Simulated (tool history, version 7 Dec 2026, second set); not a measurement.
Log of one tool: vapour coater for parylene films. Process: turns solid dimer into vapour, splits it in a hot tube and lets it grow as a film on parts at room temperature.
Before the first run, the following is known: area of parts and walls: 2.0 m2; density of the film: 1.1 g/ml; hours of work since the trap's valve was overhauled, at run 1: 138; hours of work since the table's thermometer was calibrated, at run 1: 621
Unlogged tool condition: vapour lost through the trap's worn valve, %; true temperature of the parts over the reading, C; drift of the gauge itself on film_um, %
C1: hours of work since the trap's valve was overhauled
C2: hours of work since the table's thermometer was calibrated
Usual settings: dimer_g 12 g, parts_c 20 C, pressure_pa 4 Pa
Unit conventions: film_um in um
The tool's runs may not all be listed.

run 1 hour=0 | dimer_g=12 parts_c=20 pressure_pa=4 | C1=138 C2=621 | film_um=4.05
run 2 hour=27.4 | dimer_g=9 parts_c=20 pressure_pa=4 | C1=149 C2=632 | film_um=3.03
run 3 hour=58.9 | dimer_g=9 parts_c=20 pressure_pa=4 | C1=162 C2=645 | film_um=2.98
run 4 hour=85.2 | dimer_g=9 parts_c=20 pressure_pa=4 | C1=173 C2=656 | film_um=2.97
run 5 hour=133 | dimer_g=9 parts_c=20 pressure_pa=4 | C1=193 C2=676 | film_um=3
run 6 hour=172.1 | dimer_g=9 parts_c=20 pressure_pa=4 | C1=209 C2=692 | film_um=2.98
run 7 hour=210.7 | dimer_g=9 parts_c=20 pressure_pa=4 | C1=225 C2=707 | film_um=2.98
run 8 hour=244.5 | dimer_g=9 parts_c=20 pressure_pa=4 | C1=239 C2=721 | film_um=2.98
run 9 hour=273.7 | dimer_g=9 parts_c=20 pressure_pa=4 | C1=251 C2=733 | film_um=3.02
run 10 hour=322.1 | dimer_g=9 parts_c=20 pressure_pa=4 | C1=270 C2=753 | film_um=2.95
run 11 hour=378.1 | dimer_g=9 parts_c=20 pressure_pa=4 | C1=293 C2=776 | film_um=2.94
run 12 hour=421.3 | dimer_g=12 parts_c=20 pressure_pa=4 | C1=311 C2=794 | film_um=3.97
run 13 hour=471.5 | dimer_g=12 parts_c=21 pressure_pa=4 | C1=332 C2=815 | film_um=3.82
run 14 hour=505.6 | dimer_g=12 parts_c=21 pressure_pa=4 | C1=346 C2=829 | film_um=3.85
run 15 hour=551.3 | dimer_g=12 parts_c=21 pressure_pa=4 | C1=365 C2=848 | film_um=3.73
run 16 hour=610.7 | dimer_g=12 parts_c=21 pressure_pa=4 | C1=389 C2=872 | film_um=3.81
run 17 hour=636.4 | dimer_g=12 parts_c=20 pressure_pa=4 | C1=400 C2=883 | film_um=3.94
run 18 hour=677.2 | dimer_g=12 parts_c=20 pressure_pa=4 | C1=417 C2=899 | film_um=3.88
run 19 hour=718.2 | dimer_g=12 parts_c=20 pressure_pa=4 | C1=433 C2=916 | film_um=3.87
run 20 hour=776.1 | dimer_g=16 parts_c=20 pressure_pa=4 | C1=457 C2=940 | film_um=5.1
run 21 hour=827.1 | dimer_g=16 parts_c=20 pressure_pa=4 | C1=478 C2=961 | film_um=5.21
run 22 hour=863.9 | dimer_g=16 parts_c=20 pressure_pa=4 | C1=493 C2=976 | film_um=5.08
run 23 hour=917.4 | dimer_g=16 parts_c=28 pressure_pa=4 | C1=515 C2=998 | film_um=4.06
run 24 hour=942.4 | dimer_g=16 parts_c=28 pressure_pa=4 | C1=526 C2=1008 | film_um=4.02
run 25 hour=975.7 | dimer_g=16 parts_c=28 pressure_pa=4 | C1=539 C2=1022 | film_um=4.08
run 26 hour=1011.9 | dimer_g=16 parts_c=14 pressure_pa=7.92 | C1=554 C2=1037 | film_um=5.61
run 27 hour=1038.9 | dimer_g=20 parts_c=25 pressure_pa=3.64 | C1=565 C2=1048 | film_um=5.65
run 28 hour=1064.2 | dimer_g=12 parts_c=16 pressure_pa=4 | C1=576 C2=1059 | film_um=4.23
run 29 hour=1090.8 | dimer_g=12 parts_c=16 pressure_pa=4 | C1=587 C2=1070 | film_um=4.29
run 30 hour=1118.6 | dimer_g=13 parts_c=16 pressure_pa=3.89 | C1=598 C2=1081 | film_um=4.7
run 31 hour=1178.1 | dimer_g=13 parts_c=16 pressure_pa=3.89 | C1=623 C2=1105 | film_um=4.61
run 32 hour=1224.6 | dimer_g=16 parts_c=20 pressure_pa=9.83 | C1=642 C2=1125 | film_um=4.65
run 33 hour=1271.3 | dimer_g=16 parts_c=20 pressure_pa=9.83 | C1=661 C2=1144 | film_um=4.56
run 34 hour=1306.6 | dimer_g=20 parts_c=25 pressure_pa=3.61 | C1=675 C2=1158 | film_um=5.62
-- hour=1321.6 trap's valve overhauled
run 35 hour=1335.6 | dimer_g=20 parts_c=25 pressure_pa=3.61 | C1=6 C2=1169 | film_um=5.86
run 36 hour=1360.5 | dimer_g=20 parts_c=25 pressure_pa=3.61 | C1=16 C2=1179 | film_um=5.83
run 37 hour=1420 | dimer_g=15 parts_c=14 pressure_pa=4 | C1=40 C2=1203 | film_um=5.88
run 38 hour=1449.2 | dimer_g=15 parts_c=14 pressure_pa=4 | C1=53 C2=1215 | film_um=5.88
run 39 hour=1500.1 | dimer_g=8 parts_c=20 pressure_pa=7.72 | C1=73 C2=1236 | film_um=2.42
run 40 hour=1537.9 | dimer_g=13 parts_c=15 pressure_pa=2.3 | C1=89 C2=1252 | film_um=5.36
run 41 hour=1575.7 | dimer_g=21 parts_c=18 pressure_pa=10.62 | C1=105 C2=1267 | film_um=6.57
run 42 hour=1629.1 | dimer_g=21 parts_c=18 pressure_pa=3.84 | C1=127 C2=1289 | film_um=7.38
run 43 hour=1687.5 | dimer_g=22 parts_c=19 pressure_pa=7.64 | C1=151 C2=1313 | film_um=7.03
run 44 hour=1719.7 | dimer_g=15 parts_c=20 pressure_pa=3.25 | C1=164 C2=1327 | film_um=5.11

Below are 3 alternative next runs, each starting from the tool's condition after run 44. Predict each:
run A hour=1752.5 | dimer_g=15 parts_c=20 pressure_pa=5.6 | C1=177 C2=1340 | film_um=?
run B hour=1752.5 | dimer_g=15 parts_c=20 pressure_pa=2.67 | C1=177 C2=1340 | film_um=?
run C hour=1752.5 | dimer_g=15 parts_c=30 pressure_pa=2.51 | C1=177 C2=1340 | film_um=?

run=A film_um=4.76
run=B film_um=5.14
run=C film_um=3.95
Had the tool no hidden state, the same runs would have come out as:
run=A film_um=4.98
run=B film_um=5.38
run=C film_um=4.13
